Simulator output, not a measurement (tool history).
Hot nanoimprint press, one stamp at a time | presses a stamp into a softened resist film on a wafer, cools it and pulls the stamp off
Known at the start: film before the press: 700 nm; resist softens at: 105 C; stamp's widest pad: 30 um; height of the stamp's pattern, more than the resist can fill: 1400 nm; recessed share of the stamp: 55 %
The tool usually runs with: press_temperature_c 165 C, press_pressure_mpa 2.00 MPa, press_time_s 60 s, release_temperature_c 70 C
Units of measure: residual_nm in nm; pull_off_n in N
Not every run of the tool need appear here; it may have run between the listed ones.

{"run": 1, "hour": 0.0, "press_temperature_c": 165, "press_pressure_mpa": 2.0, "press_time_s": 60, "release_temperature_c": 70, "residual_nm": 372.6, "pull_off_n": 151}
{"run": 2, "hour": 36.5, "press_temperature_c": 165, "press_pressure_mpa": 2.0, "press_time_s": 60, "release_temperature_c": 70, "residual_nm": 373.5, "pull_off_n": 145}
{"run": 3, "hour": 63.8, "press_temperature_c": 165, "press_pressure_mpa": 2.0, "press_time_s": 60, "release_temperature_c": 70, "residual_nm": 372.3, "pull_off_n": 154}
{"run": 4, "hour": 83.5, "press_temperature_c": 165, "press_pressure_mpa": 2.0, "press_time_s": 60, "release_temperature_c": 70, "residual_nm": 370.8, "pull_off_n": 144}
{"run": 5, "hour": 119.7, "press_temperature_c": 165, "press_pressure_mpa": 2.0, "press_time_s": 60, "release_temperature_c": 70, "residual_nm": 372.9, "pull_off_n": 147}
{"run": 6, "hour": 151.6, "press_temperature_c": 165, "press_pressure_mpa": 1.65, "press_time_s": 66, "release_temperature_c": 70, "residual_nm": 397.1, "pull_off_n": 147}
{"run": 7, "hour": 180.0, "press_temperature_c": 156, "press_pressure_mpa": 3.16, "press_time_s": 40, "release_temperature_c": 72, "residual_nm": 472.2, "pull_off_n": 150}
{"run": 8, "hour": 214.2, "press_temperature_c": 158, "press_pressure_mpa": 1.41, "press_time_s": 61, "release_temperature_c": 61, "residual_nm": 540.6, "pull_off_n": 162}
{"run": 9, "hour": 254.4, "press_temperature_c": 158, "press_pressure_mpa": 1.41, "press_time_s": 61, "release_temperature_c": 61, "residual_nm": 541.6, "pull_off_n": 157}
{"run": 10, "hour": 272.3, "press_temperature_c": 155, "press_pressure_mpa": 3.08, "press_time_s": 30, "release_temperature_c": 63, "residual_nm": 524.0, "pull_off_n": 160}

Put back what was entered between runs (1 entry, withheld): which listed runs does each sit between, and how does the hidden state differ from the listed run before to the listed run after?
Run 7 -> run 8: plate thermocouple calibrated (hour 200.8)
  grip of the stamp's worn release coat, % over a new coat's: 0.8 -> 0.9; drift of the gauge itself on residual_nm, %: -0.73 -> -0.86
  what was measured, less what the result would be without the hidden state, residual_nm: -3.1 -> -4.4 nm

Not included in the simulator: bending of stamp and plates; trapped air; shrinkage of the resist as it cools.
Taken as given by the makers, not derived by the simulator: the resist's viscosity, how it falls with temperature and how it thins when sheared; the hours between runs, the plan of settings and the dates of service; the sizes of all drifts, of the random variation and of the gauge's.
